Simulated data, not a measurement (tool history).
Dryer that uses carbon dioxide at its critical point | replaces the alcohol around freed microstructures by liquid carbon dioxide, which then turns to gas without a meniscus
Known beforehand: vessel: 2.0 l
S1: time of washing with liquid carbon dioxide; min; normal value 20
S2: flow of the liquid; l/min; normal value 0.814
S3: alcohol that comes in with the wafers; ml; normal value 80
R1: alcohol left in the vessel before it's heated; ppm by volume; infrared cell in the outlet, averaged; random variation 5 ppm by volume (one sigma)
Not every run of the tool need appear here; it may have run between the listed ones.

Run 1, hour 0: usual settings. Result: R1 47 ppm by volume.
Run 2, hour 24.9: usual settings but S2 1.019 l/min. Result: R1 29 ppm by volume.
Run 3, hour 51.4: usual settings but S2 1.019 l/min. Result: R1 27 ppm by volume.
Run 4, hour 68.4: usual settings but S2 1.019 l/min. Result: R1 17 ppm by volume.
Run 5, hour 94.9: usual settings but S2 0.953 l/min. Result: R1 26 ppm by volume.
Run 6, hour 126.2: usual settings but S1 31 min, S2 0.953 l/min. Result: R1 20 ppm by volume.
Run 7, hour 140: usual settings but S1 31 min, S2 0.953 l/min. Result: R1 21 ppm by volume.
Run 8, hour 153.9: usual settings but S2 0.704 l/min. Result: R1 169 ppm by volume.
Run 9, hour 171.9: usual settings but S2 0.704 l/min. Result: R1 187 ppm by volume.
Run 10, hour 200.4: usual settings but S1 24 min. Result: R1 44 ppm by volume.
At hour 220.5: inlet filter changed.
Run 11, hour 222.5: usual settings but S1 24 min. Result: R1 31 ppm by volume.
Run 12, hour 249.1: usual settings but S2 0.89 l/min, S3 93 ml. Result: R1 22 ppm by volume.
Run 13, hour 278.5: usual settings but S1 28 min, S2 0.669 l/min, S3 98 ml. Result: R1 37 ppm by volume.
Run 14, hour 293: usual settings but S1 12 min, S2 0.669 l/min, S3 58 ml. Result: R1 843 ppm by volume.
Run 15, hour 315.6: usual settings but S1 26 min, S2 0.674 l/min, S3 30 ml. Result: R1 20 ppm by volume.
Run 16, hour 330.5: usual settings but S1 30 min, S2 0.924 l/min, S3 117 ml. Result: R1 31 ppm by volume.
Run 17, hour 356.5: usual settings but S1 30 min, S2 0.924 l/min, S3 117 ml. Result: R1 18 ppm by volume.
Run 18, hour 387.6: usual settings but S1 30 min, S2 0.924 l/min, S3 21 ml. Result: R1 21 ppm by volume.
Run 19, hour 418.7: usual settings but S1 16 min, S2 1.171 l/min, S3 65 ml. Result: R1 37 ppm by volume.
Run 20, hour 436.1: usual settings but S1 17 min, S2 1.171 l/min, S3 65 ml. Result: R1 29 ppm by volume.

Consider 5 possible next runs. They are alternatives, not a sequence: every one starts from the tool as it was left by run 20. What does each give?
Run A, hour 464.3: usual settings but S1 17 min, S2 1.003 l/min, S3 49 ml. Result: R1 ?.
Run B, hour 464.3: usual settings but S1 18 min, S2 1.252 l/min, S3 65 ml. Result: R1 ?.
Run C, hour 464.3: usual settings but S2 0.598 l/min, S3 28 ml. Result: R1 ?.
Run D, hour 464.3: usual settings but S1 17 min, S2 1.192 l/min, S3 33 ml. Result: R1 ?.
Run E, hour 464.3: usual settings but S1 14 min, S2 1.171 l/min, S3 65 ml. Result: R1 ?.

run   R1
  A   55
  B   34
  C  132
  D   37
  E   66
Stripped of hidden state, with their random variation kept, the same runs would have yielded:
run  R1
  A  19
  B  12
  C  54
  D  15
  E  19
